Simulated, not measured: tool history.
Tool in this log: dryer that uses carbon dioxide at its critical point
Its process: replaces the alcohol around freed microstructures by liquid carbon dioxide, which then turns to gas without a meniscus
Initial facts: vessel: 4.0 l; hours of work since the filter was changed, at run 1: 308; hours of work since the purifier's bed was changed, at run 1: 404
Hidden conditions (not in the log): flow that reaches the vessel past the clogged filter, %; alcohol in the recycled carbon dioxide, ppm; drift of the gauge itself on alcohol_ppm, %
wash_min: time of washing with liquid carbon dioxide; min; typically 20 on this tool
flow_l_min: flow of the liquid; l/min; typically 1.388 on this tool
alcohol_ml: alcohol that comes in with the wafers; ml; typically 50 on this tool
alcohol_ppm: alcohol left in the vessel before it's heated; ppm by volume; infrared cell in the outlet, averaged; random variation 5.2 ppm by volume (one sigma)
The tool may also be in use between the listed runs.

run,day,wash_min,flow_l_min,alcohol_ml,hours of work since the filter was changed,hours of work since the purifier's bed was changed,alcohol_ppm
1,0.000,20,1.388,50,308,404,191
2,1.983,20,1.250,50,335,431,261
3,4.067,20,1.820,50,364,460,122
4,5.717,20,1.230,50,387,483,283
# day 7.438: inlet filter changed
5,8.267,20,1.388,50,12,518,197
6,10.504,20,1.388,50,43,549,218
7,12.083,20,1.388,50,64,571,223
8,14.108,20,1.388,50,93,599,221
9,16.567,20,1.930,50,127,633,159
10,17.979,20,1.388,62,146,653,251
11,20.129,20,0.920,50,176,682,657
12,21.775,20,0.910,50,199,705,698
13,23.346,20,1.270,22,221,727,231
14,25.883,20,1.270,22,256,762,245
15,28.354,20,1.270,22,290,796,246
# day 29.254: purifier's bed changed
16,31.075,26,2.340,68,326,25,17
17,32.817,26,2.340,68,350,49,16
18,33.875,26,2.340,68,365,64,16
19,36.238,26,2.340,68,398,97,28
# day 37.154: inlet filter changed
20,38.742,20,1.388,22,22,131,63
21,41.033,20,1.060,50,54,163,321

Each row is a separate what-if for the run after 21, all from the same tool condition, not one after another. Results?
A,43.304,18,1.110,50,85,194,?
B,43.304,12,2.220,50,85,194,?
C,43.304,26,1.740,85,85,194,?
D,43.304,18,1.580,56,85,194,?

run,alcohol_ppm
A,406
B,133
C,58
D,130
The same runs, with their run-to-run variation unchanged, on a tool lacking any hidden condition would have given:
run,alcohol_ppm
A,346
B,84
C,16
D,82

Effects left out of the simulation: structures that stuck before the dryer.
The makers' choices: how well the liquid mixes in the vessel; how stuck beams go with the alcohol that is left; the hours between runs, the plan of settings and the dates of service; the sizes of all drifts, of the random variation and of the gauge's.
